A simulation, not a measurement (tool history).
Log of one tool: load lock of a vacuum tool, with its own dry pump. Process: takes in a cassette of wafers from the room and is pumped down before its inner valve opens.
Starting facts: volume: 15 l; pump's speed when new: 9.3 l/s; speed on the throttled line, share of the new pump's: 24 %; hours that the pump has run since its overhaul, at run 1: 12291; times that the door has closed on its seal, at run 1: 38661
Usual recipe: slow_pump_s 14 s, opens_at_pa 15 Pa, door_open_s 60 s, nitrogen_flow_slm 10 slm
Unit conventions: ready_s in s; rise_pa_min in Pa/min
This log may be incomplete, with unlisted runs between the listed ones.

run	hour	slow_pump_s	opens_at_pa	door_open_s	nitrogen_flow_slm	hours that the pump has run since its overhaul	times that the door has closed on its seal	incoming humidity of the room's air, %	ready_s	rise_pa_min
1	0.0	14	15	60	10	12291	38661	46.6	26.7	0.161
2	376.1	14	15	38	10	12668	39177	43.0	26.9	0.149
3	680.3	8	15	60	10	12972	39595	45.9	22.5	0.163
4	1375.8	14	15	60	10	13667	40549	46.6	27.1	0.166
5	2000.1	14	15	60	10	14292	41406	44.4	26.9	0.166
6	2519.8	14	15	60	9	14811	42119	44.5	27.4	0.175
7	2964.4	14	15	60	10	15256	42729	43.1	27.2	0.175
8	3275.6	14	15	60	10	15567	43156	46.9	27.5	0.181
9	3637.8	14	15	60	10	15929	43653	45.0	27.5	0.183
10	4196.2	14	15	60	10	16488	44420	45.4	27.5	0.186
11	4526.5	14	15	60	10	16818	44873	43.1	27.2	0.184
12	5038.7	14	15	60	10	17330	45576	45.0	27.5	0.193
13	5602.5	14	15	60	10	17894	46349	44.6	28.0	0.202
14	6326.1	14	15	60	10	18618	47342	44.8	28.1	0.203
15	6928.9	14	15	60	10	19220	48170	43.9	28.0	0.198
16	7617.8	14	15	60	10	19909	49115	51.2	28.4	0.216
17	8149.3	14	15	60	10	20441	49844	44.0	28.5	0.208
18	8443.4	14	15	60	10	20735	50248	44.9	28.3	0.213
19	8859.9	14	15	60	11	21151	50819	45.8	28.5	0.220
20	9296.9	14	15	38	27	21588	51419	39.8	28.4	0.192
21	9969.5	14	10	38	27	22261	52342	44.3	29.7	0.203
# hour 10195.6: dry pump taken out, an overhauled one fitted
22	10426.8	17	28	82	5	231	52962	44.5	25.9	0.240
23	11113.3	14	10	227	11	918	53904	43.7	25.7	0.258
24	11758.9	14	13	40	11	1563	54790	44.8	25.1	0.234
25	12330.5	14	13	42	11	2135	55574	44.1	25.3	0.233
26	12877.6	12	14	60	10	2682	56325	45.6	23.8	0.250
27	13309.9	14	11	60	9	3114	56918	45.3	25.9	0.259
# hour 13911.4: door's seal changed, seat wiped
28	13911.4	15	28	180	9	3714	0	44.4	25.1	0.095
29	14472.6	14	14	224	5	4276	770	45.4	25.4	0.115
30	14837.7	14	14	224	5	4641	1271	41.7	25.9	0.109
31	15512.0	14	14	224	42	5315	2197	49.4	25.6	0.059
32	16194.9	14	14	224	42	5998	3134	47.2	26.1	0.061
33	16597.7	14	14	224	42	6401	3687	46.9	25.7	0.063
34	17014.3	16	15	192	5	6817	4258	47.1	27.2	0.123
35	17506.7	25	13	217	27	7310	4934	44.7	34.0	0.071
36	17961.7	14	26	217	27	7765	5558	40.1	25.0	0.071

Branching from run 36: 5 alternative next runs. What would each branch give?
A	18508.4	14	15	26	10	8311	6309	43.2	?	?
B	18508.4	14	26	217	17	8311	6309	49.1	?	?
C	18508.4	17	26	217	27	8311	6309	47.4	?	?
D	18508.4	14	15	146	24	8311	6309	47.4	?	?
E	18508.4	23	15	120	10	8311	6309	43.9	?	?

run	ready_s	rise_pa_min
A	26.2	0.060
B	25.1	0.094
C	27.1	0.076
D	26.1	0.071
E	32.5	0.087
Had the tool no hidden state, the same runs would have come out as:
run	ready_s	rise_pa_min
A	24.9	0.047
B	23.9	0.082
C	26.0	0.064
D	24.7	0.058
E	31.5	0.075

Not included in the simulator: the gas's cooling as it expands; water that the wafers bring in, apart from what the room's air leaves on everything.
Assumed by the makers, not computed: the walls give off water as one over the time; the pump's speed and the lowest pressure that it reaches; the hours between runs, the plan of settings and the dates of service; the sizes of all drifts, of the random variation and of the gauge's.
